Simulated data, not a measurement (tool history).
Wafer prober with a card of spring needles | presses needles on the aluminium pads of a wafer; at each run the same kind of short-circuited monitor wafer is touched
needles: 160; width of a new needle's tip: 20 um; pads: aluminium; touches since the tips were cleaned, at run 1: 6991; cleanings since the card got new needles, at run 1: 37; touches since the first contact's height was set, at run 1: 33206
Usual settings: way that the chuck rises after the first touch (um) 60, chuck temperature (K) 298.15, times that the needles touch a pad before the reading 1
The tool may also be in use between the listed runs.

run    hour  way that the chuck rises after the first touch (um)  chuck temperature (K)  times that the needles touch a pad before the reading  touches since the tips were cleaned  cleanings since the card got new needles  touches since the first contact's height was set  resistance of one needle with its contact and lead (mohm)  way that a needle slides on the pad (um)
  1     0.0                                                   60                 298.15                                                      1                                 6991                                        37                                             33206                                                        241                                      8.96
        3.6  -- tips cleaned on abrasive film
       19.8  -- tips cleaned on abrasive film
       37.0  -- tips cleaned on abrasive film
  2    52.0                                                   60                 298.15                                                      1                                 7966                                        40                                             60638                                                        250                                      8.88
       55.8  -- tips cleaned on abrasive film
       63.7  -- height of the first contact set anew
       74.7  -- tips cleaned on abrasive film
       92.2  -- tips cleaned on abrasive film
  3   104.3                                                   60                 298.15                                                      1                                 6390                                        43                                             21426                                                        248                                      8.95
      108.2  -- tips cleaned on abrasive film
      127.1  -- tips cleaned on abrasive film
  4   139.2                                                   60                 298.15                                                      1                                 6431                                        45                                             39857                                                        240                                      8.94
      142.8  -- tips cleaned on abrasive film
      159.0  -- tips cleaned on abrasive film
  5   170.3                                                   60                 396.15                                                      1                                 5951                                        47                                             56245                                                        240                                      8.91
      178.0  -- tips cleaned on abrasive film
      189.2  -- height of the first contact set anew
      196.9  -- tips cleaned on abrasive film
      214.6  -- tips cleaned on abrasive film
  6   218.9                                                   60                 396.15                                                      1                                 2299                                        50                                             15653                                                        205                                      8.94
      230.4  -- tips cleaned on abrasive film
      247.8  -- tips cleaned on abrasive film
  7   247.8                                                   60                 396.15                                                      1                                    0                                        52                                             30894                                                        142                                      8.94
      264.9  -- tips cleaned on abrasive film
  8   277.7                                                   60                 298.15                                                      2                                 6809                                        53                                             46711                                                        195                                      8.92
      280.7  -- tips cleaned on abrasive film
      298.0  -- tips cleaned on abrasive film
  9   305.3                                                   60                 298.15                                                      2                                 3847                                        55                                             61226                                                        181                                      8.90
      315.4  -- tips cleaned on abrasive film
      315.7  -- height of the first contact set anew
      333.2  -- tips cleaned on abrasive film
      347.9  -- tips cleaned on abrasive film, once more
 10   351.1                                                   60                 366.15                                                      1                                 1657                                        58                                             18681                                                        186                                      8.97
      364.7  -- tips cleaned on abrasive film
      382.6  -- tips cleaned on abrasive film
 11   396.3                                                   60                 382.15                                                      1                                 7269                                        60                                             42607                                                        243                                      8.94
      400.2  -- tips cleaned on abrasive film
      417.7  -- tips cleaned on abrasive film
      434.0  -- tips cleaned on abrasive film
      440.6  -- height of the first contact set anew
 12   440.6                                                   60                 388.15                                                      1                                 3323                                        63                                                 7                                                        213                                      9.00
      452.3  -- tips cleaned on abrasive film
      469.0  -- tips cleaned on abrasive film
      486.5  -- tips cleaned on abrasive film
 13   495.5                                                   60                 385.15                                                      1                                 4752                                        66                                             28989                                                        231                                      8.94
      504.6  -- tips cleaned on abrasive film
      521.0  -- tips cleaned on abrasive film
      537.2  -- tips cleaned on abrasive film
 14   543.7                                                   60                 298.15                                                      1                                 3439                                        69                                             54436                                                        226                                      8.92
      554.2  -- tips cleaned on abrasive film
      565.7  -- height of the first contact set anew
      572.0  -- tips cleaned on abrasive film
      588.8  -- tips cleaned on abrasive film
 15   591.8                                                   47                 339.15                                                      2                                 1588                                        72                                             13732                                                        179                                      7.01
      607.5  -- tips cleaned on abrasive film
      624.4  -- tips cleaned on abrasive film
 16   626.4                                                   60                 349.15                                                      2                                 1035                                        74                                             31974                                                        154                                      8.96
      641.0  -- tips cleaned on abrasive film
      660.1  -- tips cleaned on abrasive film
 17   675.0                                                   64                 398.15                                                      2                                 7897                                        76                                             57662                                                        199                                      9.53
      677.6  -- tips cleaned on abrasive film
      690.8  -- height of the first contact set anew
      694.7  -- tips cleaned on abrasive film
      711.3  -- tips cleaned on abrasive film
      729.3  -- tips cleaned on abrasive film
 18   729.3                                                   64                 398.15                                                      2                                    0                                        80                                             20277                                                        132                                      9.56
      748.3  -- tips cleaned on abrasive film
 19   753.1                                                   51                 317.15                                                      1                                 2531                                        81                                             32854                                                        239                                      7.58
      766.5  -- tips cleaned on abrasive film
      781.9  -- tips cleaned on abrasive film
 20   781.9                                                   63                 298.15                                                      2                                    0                                        83                                             48030                                                        118                                      9.37
      798.9  -- tips cleaned on abrasive film
 21   805.2                                                   42                 326.15                                                      1                                 3338                                        84                                             60328                                                        349                                      6.20
      816.7  -- tips cleaned on abrasive film
      817.0  -- height of the first contact set anew
      832.5  -- tips cleaned on abrasive film
 22   839.1                                                   42                 326.15                                                      1                                 3452                                        86                                             11659                                                        323                                      6.29
      849.9  -- tips cleaned on abrasive film
      865.9  -- tips cleaned on abrasive film
      884.8  -- tips cleaned on abrasive film
 23   888.0                                                   42                 311.15                                                      2                                 1745                                        89                                             37503                                                        205                                      6.24
      902.8  -- tips cleaned on abrasive film
      920.7  -- tips cleaned on abrasive film
 24   930.1                                                   42                 311.15                                                      2                                 5021                                        91                                             59746                                                        271                                      6.21
      937.8  -- tips cleaned on abrasive film
      941.9  -- height of the first contact set anew
      956.3  -- tips cleaned on abrasive film
      971.9  -- tips cleaned on abrasive film
 25   984.5                                                   42                 311.15                                                      2                                 6671                                        94                                             22517                                                        296                                      6.28
      988.4  -- tips cleaned on abrasive film
     1006.3  -- tips cleaned on abrasive film
     1024.3  -- tips cleaned on abrasive film
 26  1033.7                                                   45                 397.15                                                      2                                 4978                                        97                                             48495                                                        247                                      6.69
     1040.1  -- tips cleaned on abrasive film
     1057.6  -- tips cleaned on abrasive film
     1068.8  -- height of the first contact set anew
     1073.2  -- tips cleaned on abrasive film
 27  1073.2                                                   48                 388.15                                                      1                                    0                                       100                                              2295                                                        152                                      7.17

4 ways to go on from here, each from the tool as it stands after run 27. What would each give?
     1091.2  -- tips cleaned on abrasive film
  A  1104.4                                                   60                 298.15                                                      2                                 7025                                       101                                             18824                                                          ?                                         ?
     1091.2  -- tips cleaned on abrasive film
  B  1104.4                                                   50                 324.15                                                      2                                 7025                                       101                                             18824                                                          ?                                         ?
     1091.2  -- tips cleaned on abrasive film
  C  1104.4                                                   56                 326.15                                                      1                                 7025                                       101                                             18824                                                          ?                                         ?
     1091.2  -- tips cleaned on abrasive film
  D  1104.4                                                   44                 298.15                                                      3                                 7025                                       101                                             18824                                                          ?                                         ?

run  resistance of one needle with its contact and lead (mohm)  way that a needle slides on the pad (um)
  A                                                        212                                      8.98
  B                                                        255                                      7.46
  C                                                        291                                      8.38
  D                                                        223                                      6.58
Without the tool's hidden state the same runs would have given:
run  resistance of one needle with its contact and lead (mohm)  way that a needle slides on the pad (um)
  A                                                        115                                      9.01
  B                                                        122                                      7.49
  C                                                        118                                      8.41
  D                                                        117                                      6.61
